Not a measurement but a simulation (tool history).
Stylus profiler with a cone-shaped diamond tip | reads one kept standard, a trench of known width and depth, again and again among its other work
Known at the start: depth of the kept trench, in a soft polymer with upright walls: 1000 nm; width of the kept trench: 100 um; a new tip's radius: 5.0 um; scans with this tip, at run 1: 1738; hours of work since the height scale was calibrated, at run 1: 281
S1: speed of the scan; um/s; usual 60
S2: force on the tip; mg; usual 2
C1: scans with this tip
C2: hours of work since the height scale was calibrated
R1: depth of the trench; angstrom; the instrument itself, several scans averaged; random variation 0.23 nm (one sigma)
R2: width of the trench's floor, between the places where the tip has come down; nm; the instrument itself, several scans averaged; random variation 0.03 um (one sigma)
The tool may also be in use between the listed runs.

Run 1, hour 0: usual settings; C1 1738; C2 281. Result: R1 10076.2 angstrom, R2 93510 nm.
Run 2, hour 19.1: usual settings; C1 1799; C2 291. Result: R1 10074.8 angstrom, R2 93500 nm.
Run 3, hour 34.6: usual settings; C1 1849; C2 299. Result: R1 10076.4 angstrom, R2 93460 nm.
Run 4, hour 48.5: usual settings; C1 1894; C2 306. Result: R1 10076.4 angstrom, R2 93490 nm.
Run 5, hour 74.8: usual settings; C1 1979; C2 320. Result: R1 10077.7 angstrom, R2 93420 nm.
Run 6, hour 99.8: usual settings; C1 2060; C2 333. Result: R1 10075.1 angstrom, R2 93410 nm.
Run 7, hour 117.1: usual settings; C1 2116; C2 342. Result: R1 10076.3 angstrom, R2 93430 nm.
Run 8, hour 130.1: usual settings; C1 2158; C2 349. Result: R1 10073.7 angstrom, R2 93440 nm.
Run 9, hour 159.4: usual settings; C1 2252; C2 364. Result: R1 10076.9 angstrom, R2 93400 nm.
Run 10, hour 182.8: usual settings; C1 2328; C2 376. Result: R1 10073.8 angstrom, R2 93410 nm.
Run 11, hour 203.1: usual settings; C1 2393; C2 387. Result: R1 10073.8 angstrom, R2 93430 nm.
Run 12, hour 226.9: usual settings but S2 1.42 mg; C1 2470; C2 399. Result: R1 10059.7 angstrom, R2 93290 nm.
Run 13, hour 254.3: usual settings; C1 2559; C2 414. Result: R1 10070.9 angstrom, R2 93370 nm.
Run 14, hour 274.5: usual settings; C1 2624; C2 424. Result: R1 10075.3 angstrom, R2 93440 nm.
Run 15, hour 291.9: usual settings but S1 80 um/s; C1 2680; C2 433. Result: R1 10075.2 angstrom, R2 93230 nm.
Run 16, hour 316.8: usual settings but S1 80 um/s; C1 2761; C2 446. Result: R1 10071.6 angstrom, R2 93230 nm.
Run 17, hour 339.3: usual settings but S1 80 um/s; C1 2833; C2 458. Result: R1 10070.7 angstrom, R2 93280 nm.
Run 18, hour 354.1: usual settings but S1 80 um/s; C1 2881; C2 466. Result: R1 10078.4 angstrom, R2 93240 nm.
Run 19, hour 368: usual settings but S1 80 um/s; C1 2926; C2 473. Result: R1 10075.1 angstrom, R2 93190 nm.
Run 20, hour 398: usual settings but S1 80 um/s; C1 3023; C2 489. Result: R1 10072.4 angstrom, R2 93240 nm.
Run 21, hour 421.7: usual settings but S1 80 um/s, S2 0.92 mg; C1 3099; C2 501. Result: R1 10035 angstrom, R2 92920 nm.
Run 22, hour 452.3: usual settings but S1 80 um/s, S2 0.92 mg; C1 3198; C2 517. Result: R1 10042.6 angstrom, R2 92940 nm.
Run 23, hour 476.8: usual settings but S1 80 um/s, S2 0.92 mg; C1 3277; C2 530. Result: R1 10036.6 angstrom, R2 92940 nm.
Run 24, hour 501.2: usual settings but S1 112 um/s, S2 2.18 mg; C1 3356; C2 542. Result: R1 10077.7 angstrom, R2 93050 nm.
Run 25, hour 518.2: usual settings but S1 27 um/s, S2 0.77 mg; C1 3411; C2 551. Result: R1 10036.4 angstrom, R2 93400 nm.
Run 26, hour 545.1: usual settings but S1 27 um/s, S2 0.77 mg; C1 3498; C2 565. Result: R1 10033.7 angstrom, R2 93430 nm.
Run 27, hour 559.1: usual settings but S1 31 um/s; C1 3543; C2 573. Result: R1 10073.3 angstrom, R2 93470 nm.
At hour 560.8: height scale calibrated on a step standard.
Run 28, hour 584.9: usual settings but S2 3.71 mg; C1 3625; C2 13. Result: R1 10109.8 angstrom, R2 93440 nm.
Run 29, hour 612.3: usual settings but S1 39 um/s, S2 4.67 mg; C1 3713; C2 27. Result: R1 10130.2 angstrom, R2 93490 nm.
Run 30, hour 632.1: usual settings but S1 68 um/s, S2 2.02 mg; C1 3777; C2 37. Result: R1 10065.9 angstrom, R2 93220 nm.
Run 31, hour 649.8: usual settings but S1 165 um/s, S2 2.2 mg; C1 3834; C2 46. Result: R1 10071.1 angstrom, R2 92650 nm.
At hour 676.7: height scale calibrated on a step standard, once more.
Run 32, hour 681.3: usual settings but S1 76 um/s, S2 0.82 mg; C1 3934; C2 2. Result: R1 10046.9 angstrom, R2 92850 nm.
Run 33, hour 712.2: usual settings but S1 39 um/s, S2 5.19 mg; C1 4034; C2 18. Result: R1 10165.6 angstrom, R2 93500 nm.
Run 34, hour 724.6: usual settings but S1 39 um/s, S2 5.19 mg; C1 4074; C2 25. Result: R1 10161.8 angstrom, R2 93430 nm.
Run 35, hour 739.2: usual settings but S1 39 um/s, S2 5.19 mg; C1 4121; C2 33. Result: R1 10163.3 angstrom, R2 93460 nm.
Run 36, hour 760.4: usual settings but S1 164 um/s, S2 5.48 mg; C1 4190; C2 44. Result: R1 10168.2 angstrom, R2 93010 nm.
Run 37, hour 789: usual settings but S1 95 um/s, S2 3.19 mg; C1 4282; C2 59. Result: R1 10117.2 angstrom, R2 93130 nm.
Run 38, hour 814.3: usual settings but S2 1.94 mg; C1 4364; C2 72. Result: R1 10086 angstrom, R2 93220 nm.
Run 39, hour 836.9: usual settings but S1 57 um/s, S2 1.04 mg; C1 4437; C2 84. Result: R1 10057.2 angstrom, R2 93110 nm.
Run 40, hour 867.9: usual settings but S1 105 um/s, S2 3.9 mg; C1 4537; C2 100. Result: R1 10133.9 angstrom, R2 93110 nm.
Run 41, hour 896.3: usual settings but S1 105 um/s, S2 3.9 mg; C1 4628; C2 115. Result: R1 10130 angstrom, R2 93090 nm.
Run 42, hour 915.4: usual settings but S1 90 um/s; C1 4690; C2 125. Result: R1 10086.4 angstrom, R2 92960 nm.
Run 43, hour 938.5: usual settings but S1 187 um/s, S2 2.31 mg; C1 4765; C2 137. Result: R1 10096.5 angstrom, R2 92440 nm.
Run 44, hour 960.1: usual settings but S1 187 um/s, S2 2.31 mg; C1 4835; C2 148. Result: R1 10094.7 angstrom, R2 92410 nm.
Run 45, hour 980.1: usual settings but S1 192 um/s, S2 2.17 mg; C1 4899; C2 158. Result: R1 10091.8 angstrom, R2 92350 nm.
Run 46, hour 999.5: usual settings but S1 58 um/s, S2 3.62 mg; C1 4962; C2 168. Result: R1 10128.1 angstrom, R2 93260 nm.

The same runs without the tool's hidden state, with the same run-to-run variation:
The hidden state here: radius of the tip, um; height scale over the true one, %; drift of the gauge itself on depth_nm, %; drift of the gauge itself on floor_um, %.
run       R1     R2
  1  10082.5  93640
  2  10081.2  93640
  3    10083  93610
  4  10083.1  93630
  5  10084.6  93570
  6  10082.3  93570
  7  10083.6  93600
  8    10081  93610
  9  10084.5  93580
 10  10081.7  93600
 11  10081.8  93630
 12  10067.9  93490
 13  10079.4  93580
 14  10083.9  93660
 15    10084  93450
 16  10080.5  93460
 17  10079.9  93520
 18  10087.7  93480
 19  10084.5  93430
 20  10082.1  93500
 21  10044.9  93190
 22  10052.7  93210
 23  10046.9  93220
 24  10088.2  93340
 25  10047.1  93690
 26  10044.6  93730
 27  10084.3  93780
 28  10124.9  93740
 29  10145.6  93810
 30  10081.4  93540
 31  10086.7  92980
 32  10042.1  93190
 33    10161  93850
 34  10157.4  93770
 35    10159  93810
 36  10164.1  93370
 37  10113.3  93500
 38  10082.4  93590
 39  10053.8  93490
 40  10130.8  93500
 41  10127.1  93490
 42  10083.7  93360
 43    10094  92850
 44  10092.4  92820
 45  10089.7  92770
 46  10126.1  93680

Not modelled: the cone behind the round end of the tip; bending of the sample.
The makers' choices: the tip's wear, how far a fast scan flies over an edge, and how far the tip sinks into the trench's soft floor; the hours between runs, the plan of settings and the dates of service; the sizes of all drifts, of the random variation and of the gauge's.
